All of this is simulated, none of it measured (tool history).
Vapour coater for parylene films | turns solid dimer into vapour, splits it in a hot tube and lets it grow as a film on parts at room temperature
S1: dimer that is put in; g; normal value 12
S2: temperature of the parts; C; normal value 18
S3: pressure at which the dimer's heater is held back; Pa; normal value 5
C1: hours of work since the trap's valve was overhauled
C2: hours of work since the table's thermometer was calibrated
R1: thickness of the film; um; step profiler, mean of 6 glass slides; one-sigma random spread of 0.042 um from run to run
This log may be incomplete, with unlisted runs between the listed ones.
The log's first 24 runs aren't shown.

run 25 day=20.675 | S1=20 S2=10 S3=5 | C1=197 C2=674 | R1=9.58
run 26 day=21.612 | S1=20 S2=10 S3=5 | C1=215 C2=693 | R1=9.39
run 27 day=22.575 | S1=12 S2=11 S3=3.45 | C1=233 C2=711 | R1=5.68
run 28 day=23.35 | S1=6 S2=20 S3=2.41 | C1=248 C2=726 | R1=2.16
run 29 day=24.042 | S1=15 S2=10 S3=2.41 | C1=261 C2=739 | R1=7.41
run 30 day=24.692 | S1=15 S2=10 S3=2.41 | C1=274 C2=752 | R1=7.41
run 31 day=25.779 | S1=15 S2=17 S3=10.02 | C1=295 C2=773 | R1=5.17
run 32 day=26.417 | S1=10 S2=15 S3=2.05 | C1=307 C2=785 | R1=4.2
run 33 day=27.304 | S1=10 S2=15 S3=2.05 | C1=324 C2=802 | R1=4.26
run 34 day=27.808 | S1=8 S2=20 S3=2.23 | C1=334 C2=812 | R1=2.83
run 35 day=28.317 | S1=21 S2=11 S3=3.96 | C1=344 C2=822 | R1=9.41
run 36 day=28.912 | S1=21 S2=11 S3=3.96 | C1=355 C2=833 | R1=9.33

Here are 4 independent what-if runs from the current tool condition. What would each one return?
run A day=29.588 | S1=17 S2=22 S3=4.82 | C1=368 C2=846 | R1=?
run B day=29.588 | S1=13 S2=16 S3=10.36 | C1=368 C2=846 | R1=?
run C day=29.588 | S1=10 S2=18 S3=5 | C1=368 C2=846 | R1=?
run D day=29.588 | S1=20 S2=26 S3=3.56 | C1=368 C2=846 | R1=?

run=A R1=5.29
run=B R1=4.41
run=C R1=3.53
run=D R1=5.53
With the hidden condition removed and each run's random variation left untouched, the same runs would have given:
run=A R1=6.14
run=B R1=5.12
run=C R1=4.09
run=D R1=6.42
